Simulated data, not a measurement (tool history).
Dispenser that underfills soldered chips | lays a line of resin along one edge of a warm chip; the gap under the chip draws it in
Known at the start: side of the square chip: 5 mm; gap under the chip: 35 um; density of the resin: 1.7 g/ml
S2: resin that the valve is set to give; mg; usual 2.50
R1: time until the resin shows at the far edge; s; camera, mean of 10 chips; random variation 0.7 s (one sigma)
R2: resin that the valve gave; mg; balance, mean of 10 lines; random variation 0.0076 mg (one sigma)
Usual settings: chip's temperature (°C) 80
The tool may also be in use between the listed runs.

run 1 hour=0.0 | chip's_temperature_(°C)=80 S2=2.50 | R1=95.0 R2=2.363
-- hour=2.3 new syringe of resin
run 2 hour=9.2 | chip's_temperature_(°C)=80 S2=2.50 | R1=81.9 R2=2.384
-- hour=16.2 new syringe of resin
run 3 hour=16.2 | chip's_temperature_(°C)=80 S2=2.80 | R1=62.4 R2=2.629
-- hour=20.6 dispensing valve cleaned and set on the balance
run 4 hour=23.8 | chip's_temperature_(°C)=80 S2=2.80 | R1=82.4 R2=2.799
run 5 hour=29.0 | chip's_temperature_(°C)=80 S2=2.80 | R1=98.9 R2=2.792
-- hour=30.8 new syringe of resin
run 6 hour=41.2 | chip's_temperature_(°C)=80 S2=2.80 | R1=92.2 R2=2.782
-- hour=43.8 new syringe of resin
run 7 hour=52.9 | chip's_temperature_(°C)=80 S2=2.78 | R1=87.5 R2=2.748
-- hour=57.2 new syringe of resin
run 8 hour=59.3 | chip's_temperature_(°C)=80 S2=2.78 | R1=66.4 R2=2.746
run 9 hour=69.0 | chip's_temperature_(°C)=80 S2=2.50 | R1=98.7 R2=2.454
-- hour=70.7 new syringe of resin
run 10 hour=76.3 | chip's_temperature_(°C)=80 S2=2.50 | R1=78.1 R2=2.450
run 11 hour=81.5 | chip's_temperature_(°C)=66 S2=2.50 | R1=181.6 R2=2.458
-- hour=84.3 new syringe of resin
run 12 hour=91.3 | chip's_temperature_(°C)=80 S2=2.54 | R1=81.4 R2=2.474
-- hour=97.4 new syringe of resin
run 13 hour=102.5 | chip's_temperature_(°C)=80 S2=2.13 | R1=78.1 R2=2.066
-- hour=110.7 new syringe of resin
run 14 hour=111.6 | chip's_temperature_(°C)=80 S2=3.15 | R1=63.8 R2=3.042

The next listed run, before its measurement:
run 15 hour=116.6 | chip's_temperature_(°C)=80 S2=3.15 | R1=? R2=?

R1: 78.5 s
R2: 3.051 mg
Without the tool's hidden state the same run would have given R1 63.0 s, R2 3.160 mg.
